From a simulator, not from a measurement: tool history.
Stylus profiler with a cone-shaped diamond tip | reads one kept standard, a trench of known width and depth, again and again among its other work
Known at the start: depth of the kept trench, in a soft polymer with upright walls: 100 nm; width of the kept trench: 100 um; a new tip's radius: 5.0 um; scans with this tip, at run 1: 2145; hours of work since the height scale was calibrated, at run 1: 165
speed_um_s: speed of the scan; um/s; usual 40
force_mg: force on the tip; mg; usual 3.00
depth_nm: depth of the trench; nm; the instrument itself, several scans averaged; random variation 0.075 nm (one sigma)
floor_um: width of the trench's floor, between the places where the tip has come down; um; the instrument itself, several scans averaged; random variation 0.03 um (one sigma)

| run | hour | speed_um_s | force_mg | scans with this tip | hours of work since the height scale was calibrated | depth_nm | floor_um |
|---|---|---|---|---|---|---|---|
| 1 | 0.0 | 40 | 3.00 | 2145 | 165 | 102.00 | 97.73 |
| 2 | 70.6 | 40 | 3.00 | 2871 | 221 | 102.16 | 97.67 |
| 3 | 153.2 | 40 | 3.00 | 3719 | 287 | 102.13 | 97.56 |
| 4 | 234.2 | 40 | 3.00 | 4551 | 351 | 102.09 | 97.55 |
| 5 | 306.6 | 99 | 3.00 | 5296 | 408 | 102.24 | 97.23 |
| 6 | 368.7 | 63 | 3.00 | 5934 | 457 | 102.17 | 97.38 |
| 7 | 424.3 | 43 | 3.00 | 6505 | 501 | 102.26 | 97.40 |
| 8 | 479.9 | 40 | 3.00 | 7077 | 545 | 102.26 | 97.35 |
| 9 | 536.9 | 40 | 3.63 | 7662 | 590 | 102.48 | 97.40 |
| 10 | 593.0 | 40 | 3.63 | 8239 | 635 | 102.54 | 97.33 |
| 11 | 676.7 | 40 | 3.63 | 9099 | 701 | 102.40 | 97.33 |
|  | 701.1 | new tip fitted, height scale calibrated |
| 12 | 762.8 | 40 | 3.63 | 634 | 49 | 102.32 | 97.81 |
| 13 | 800.6 | 40 | 3.63 | 1023 | 79 | 102.24 | 97.77 |
| 14 | 876.0 | 40 | 3.00 | 1798 | 139 | 102.10 | 97.72 |
| 15 | 934.1 | 40 | 1.30 | 2395 | 185 | 101.17 | 97.55 |
| 16 | 991.2 | 40 | 1.30 | 2982 | 230 | 101.26 | 97.53 |
| 17 | 1045.5 | 140 | 6.66 | 3539 | 273 | 103.41 | 97.32 |
| 18 | 1122.7 | 20 | 3.05 | 4334 | 334 | 102.13 | 97.63 |
| 19 | 1181.7 | 12 | 5.04 | 4940 | 381 | 102.93 | 97.67 |
| 20 | 1259.5 | 21 | 5.83 | 5740 | 442 | 103.32 | 97.61 |

Run 21 comes next. What will it give?
| 21 | 1297.5 | 21 | 5.83 | 6130 | 472 | ? | ? |

depth_nm: 103.33 nm
floor_um: 97.56 um
Without the tool's hidden state the same run would have given depth_nm 103.10 nm, floor_um 97.94 um.
